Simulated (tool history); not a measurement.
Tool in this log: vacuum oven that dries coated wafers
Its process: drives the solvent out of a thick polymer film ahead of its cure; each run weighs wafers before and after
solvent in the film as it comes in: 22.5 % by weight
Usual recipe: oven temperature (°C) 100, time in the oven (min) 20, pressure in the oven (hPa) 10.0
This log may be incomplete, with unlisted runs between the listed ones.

run    hour  oven temperature (°C)  time in the oven (min)  pressure in the oven (hPa)  solvent left in the film (%)
  1     0.0                    100                      20                        10.0                          3.57
  2    39.0                    100                      20                        10.0                          3.45
  3   101.2                    100                      20                        10.0                          3.36
  4   158.7                    105                      20                        10.0                          2.36
  5   241.0                    105                      20                        10.0                          2.22
  6   299.7                    105                      20                        10.0                          2.35
  7   352.9                    100                      20                        10.0                          3.48
  8   395.3                    100                      16                        10.0                          4.74
  9   450.7                    100                      16                        10.0                          4.85
 10   525.0                    100                      16                        10.0                          4.92
 11   580.4                    100                      16                        10.0                          4.93
 12   665.5                    100                      16                        10.0                          4.96
 13   728.1                     87                      20                        10.0                          8.37
 14   812.0                    100                      20                        10.0                          3.66
 15   885.2                    100                      20                        10.0                          3.81
 16   923.8                    100                      20                         6.9                          3.48
 17   964.8                    100                      20                        10.0                          3.78
 18  1019.7                    100                      20                        10.0                          3.82
 19  1086.6                     87                      20                        10.0                          8.34
 20  1139.3                     87                      20                        10.0                          8.24
 21  1211.3                     99                      13                         6.9                          6.52
 22  1278.5                    111                      20                        10.6                          1.55
 23  1350.0                    107                      16                         8.9                          2.97
 24  1394.6                     95                      20                        26.6                          6.92
 25  1460.7                    102                      26                        10.0                          2.24
 26  1527.4                    100                      21                        10.0                          3.70
 27  1613.1                     99                      20                        10.0                          4.32
 28  1648.9                    114                      19                        12.7                          1.40
 29  1728.1                     89                      22                        27.4                          8.88
 30  1793.7                    100                      10                        10.0                          8.35
 31  1873.8                    100                      10                        10.0                          8.29
 32  1961.1                    100                      13                        10.0                          6.72
 33  2027.6                    100                      10                        18.5                          8.88
 34  2078.8                    100                      16                        10.0                          5.42
 35  2160.7                    100                      16                        10.0                          5.40
 36  2244.3                    114                      28                        10.0                          0.78
 37  2328.5                    100                      16                        25.8                          6.75
 38  2384.8                    100                      16                        25.8                          6.68
 39  2446.3                     89                      26                        25.8                          8.29
 40  2488.4                    102                      26                         8.9                          2.43

Some steps in solvent left in the film (%), run to run, broken into two amounts with sign: the step expected even without the hidden condition (settings, incoming material, random variation), and the rest, left for the hidden condition together with whatever gauge scatter is not in both the measured and the hidden-condition-free result:
Hidden state at play: true wafer temperature over the reading, C; true pressure over the reading, kPa; drift of the gauge itself on solvent_pct, %.
Run 28 -> 29: oven temperature (°C) 114 -> 89, time in the oven (min) 19 -> 22, pressure in the oven (hPa) 12.7 -> 27.4. solvent left in the film (%) +7.48: hidden state +0.66, all else +6.82.
Run 35 -> 36: oven temperature (°C) 100 -> 114, time in the oven (min) 16 -> 28. solvent left in the film (%) -4.62: hidden state -0.69, all else -3.93.
Run 36 -> 37: oven temperature (°C) 114 -> 100, time in the oven (min) 28 -> 16, pressure in the oven (hPa) 10.0 -> 25.8. solvent left in the film (%) +5.97: hidden state +0.83, all else +5.14.
Run 39 -> 40: oven temperature (°C) 89 -> 102, pressure in the oven (hPa) 25.8 -> 8.9. solvent left in the film (%) -5.86: hidden state -0.60, all else -5.26.

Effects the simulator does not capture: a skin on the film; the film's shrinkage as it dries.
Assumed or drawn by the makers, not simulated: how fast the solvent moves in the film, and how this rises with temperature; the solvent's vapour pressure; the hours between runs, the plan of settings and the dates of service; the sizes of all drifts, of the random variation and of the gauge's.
